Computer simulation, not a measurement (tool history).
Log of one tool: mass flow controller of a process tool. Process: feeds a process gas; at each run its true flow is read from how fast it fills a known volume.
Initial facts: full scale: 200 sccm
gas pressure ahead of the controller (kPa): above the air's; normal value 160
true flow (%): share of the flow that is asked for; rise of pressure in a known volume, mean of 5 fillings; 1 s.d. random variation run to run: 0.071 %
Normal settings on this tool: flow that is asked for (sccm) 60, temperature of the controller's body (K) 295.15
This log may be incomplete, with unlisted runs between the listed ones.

run    hour  flow that is asked for (sccm)  gas pressure ahead of the controller (kPa)  temperature of the controller's body (K)  true flow (%)
  1     0.0                             60                                         160                                    295.15          99.53
  2   124.7                             26                                         160                                    295.15          99.31
  3   353.1                             26                                         160                                    295.15          99.35
  4   567.1                             26                                         160                                    295.15          99.13
  5   800.9                             60                                         160                                    296.15          99.23
  6   985.2                             68                                         247                                    296.15          99.24
  7  1141.1                             60                                         277                                    295.15          99.09
  8  1376.8                            181                                         277                                    295.15          99.95
  9  1499.8                             60                                         160                                    300.15          99.11
 10  1689.9                             60                                         160                                    300.15          99.09

What if the next run were any one of these 5? Each begins from the tool's condition after run 10:
  A  1809.5                             60                                         173                                    295.15              ?
  B  1809.5                             30                                         160                                    300.15              ?
  C  1809.5                             25                                         170                                    300.15              ?
  D  1809.5                             21                                         171                                    300.15              ?
  E  1809.5                             20                                         160                                    295.15              ?

run  true flow (%)
  A          99.34
  B          98.92
  C          98.82
  D          98.73
  E          99.16
Without the tool's unlogged condition, the same runs would have read:
run  true flow (%)
  A          99.34
  B          98.90
  C          98.80
  D          98.70
  E          99.12
